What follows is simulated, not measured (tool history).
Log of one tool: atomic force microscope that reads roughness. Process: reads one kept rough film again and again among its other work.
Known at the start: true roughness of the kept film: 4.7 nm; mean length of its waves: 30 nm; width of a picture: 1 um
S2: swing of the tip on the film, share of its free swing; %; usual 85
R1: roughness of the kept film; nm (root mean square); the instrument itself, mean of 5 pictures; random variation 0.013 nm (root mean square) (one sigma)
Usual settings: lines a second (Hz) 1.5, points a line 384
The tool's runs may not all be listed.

run 1 hour=0 | lines_a_second_(Hz)=1.5 S2=85 points_a_line=384 | R1=3.221
run 2 hour=44.3 | lines_a_second_(Hz)=1.5 S2=85 points_a_line=384 | R1=3.182
run 3 hour=74 | lines_a_second_(Hz)=1.5 S2=85 points_a_line=320 | R1=3.216
run 4 hour=113.7 | lines_a_second_(Hz)=1.5 S2=85 points_a_line=373 | R1=3.225
run 5 hour=148.9 | lines_a_second_(Hz)=0.53 S2=85 points_a_line=373 | R1=3.587
run 6 hour=193.2 | lines_a_second_(Hz)=1.5 S2=85 points_a_line=384 | R1=3.204
-- hour=205 new tip fitted
run 7 hour=244.4 | lines_a_second_(Hz)=1.5 S2=85 points_a_line=384 | R1=3.226
run 8 hour=292.4 | lines_a_second_(Hz)=1.5 S2=85 points_a_line=384 | R1=3.211
run 9 hour=317 | lines_a_second_(Hz)=1.5 S2=85 points_a_line=384 | R1=3.205
run 10 hour=339.2 | lines_a_second_(Hz)=1.5 S2=85 points_a_line=384 | R1=3.215
run 11 hour=391.7 | lines_a_second_(Hz)=1.5 S2=85 points_a_line=384 | R1=3.2
run 12 hour=439.9 | lines_a_second_(Hz)=1.5 S2=85 points_a_line=384 | R1=3.183
run 13 hour=461.5 | lines_a_second_(Hz)=1.5 S2=85 points_a_line=384 | R1=3.225
run 14 hour=488.3 | lines_a_second_(Hz)=1.5 S2=85 points_a_line=384 | R1=3.217
-- hour=500.8 new tip fitted
run 15 hour=512.6 | lines_a_second_(Hz)=0.61 S2=85 points_a_line=384 | R1=3.578
run 16 hour=549.6 | lines_a_second_(Hz)=0.61 S2=85 points_a_line=384 | R1=3.579
run 17 hour=597.5 | lines_a_second_(Hz)=1.5 S2=85 points_a_line=384 | R1=3.189
run 18 hour=627.1 | lines_a_second_(Hz)=1.5 S2=85 points_a_line=384 | R1=3.206
run 19 hour=678.9 | lines_a_second_(Hz)=1.5 S2=85 points_a_line=384 | R1=3.231
run 20 hour=720.9 | lines_a_second_(Hz)=1.5 S2=85 points_a_line=384 | R1=3.227
run 21 hour=769.5 | lines_a_second_(Hz)=1.5 S2=85 points_a_line=384 | R1=3.198
-- hour=795.6 new tip fitted
run 22 hour=809.3 | lines_a_second_(Hz)=1.5 S2=85 points_a_line=384 | R1=3.204
run 23 hour=834 | lines_a_second_(Hz)=0.55 S2=64 points_a_line=279 | R1=3.757
run 24 hour=861.9 | lines_a_second_(Hz)=3.75 S2=80 points_a_line=384 | R1=2.779
run 25 hour=891.1 | lines_a_second_(Hz)=3.46 S2=79 points_a_line=483 | R1=2.892
run 26 hour=914.4 | lines_a_second_(Hz)=3.91 S2=72 points_a_line=384 | R1=3.047
run 27 hour=951.8 | lines_a_second_(Hz)=3.91 S2=72 points_a_line=384 | R1=3.02
run 28 hour=992 | lines_a_second_(Hz)=3.91 S2=58 points_a_line=384 | R1=3.456
run 29 hour=1038.8 | lines_a_second_(Hz)=1.14 S2=85 points_a_line=403 | R1=3.382
run 30 hour=1072.8 | lines_a_second_(Hz)=1.14 S2=85 points_a_line=403 | R1=3.336
-- hour=1092.6 new tip fitted
run 31 hour=1099.2 | lines_a_second_(Hz)=0.6 S2=79 points_a_line=455 | R1=3.651
run 32 hour=1139 | lines_a_second_(Hz)=0.6 S2=70 points_a_line=368 | R1=3.695
run 33 hour=1162.2 | lines_a_second_(Hz)=0.6 S2=70 points_a_line=355 | R1=3.716
run 34 hour=1213.2 | lines_a_second_(Hz)=0.6 S2=70 points_a_line=355 | R1=3.729
run 35 hour=1255.9 | lines_a_second_(Hz)=0.6 S2=61 points_a_line=801 | R1=3.822
run 36 hour=1285.4 | lines_a_second_(Hz)=0.6 S2=61 points_a_line=743 | R1=3.779
run 37 hour=1326.3 | lines_a_second_(Hz)=0.8 S2=66 points_a_line=403 | R1=3.692
run 38 hour=1354.7 | lines_a_second_(Hz)=2.56 S2=69 points_a_line=365 | R1=3.37
-- hour=1387.8 new tip fitted
run 39 hour=1397.9 | lines_a_second_(Hz)=2.56 S2=69 points_a_line=365 | R1=3.356

The next listed run, before its measurement:
run 40 hour=1440.5 | lines_a_second_(Hz)=2.03 S2=58 points_a_line=365 | R1=?

R1: 3.636 nm (root mean square)
Without the tool's hidden state the same run would have given R1 3.638 nm (root mean square).

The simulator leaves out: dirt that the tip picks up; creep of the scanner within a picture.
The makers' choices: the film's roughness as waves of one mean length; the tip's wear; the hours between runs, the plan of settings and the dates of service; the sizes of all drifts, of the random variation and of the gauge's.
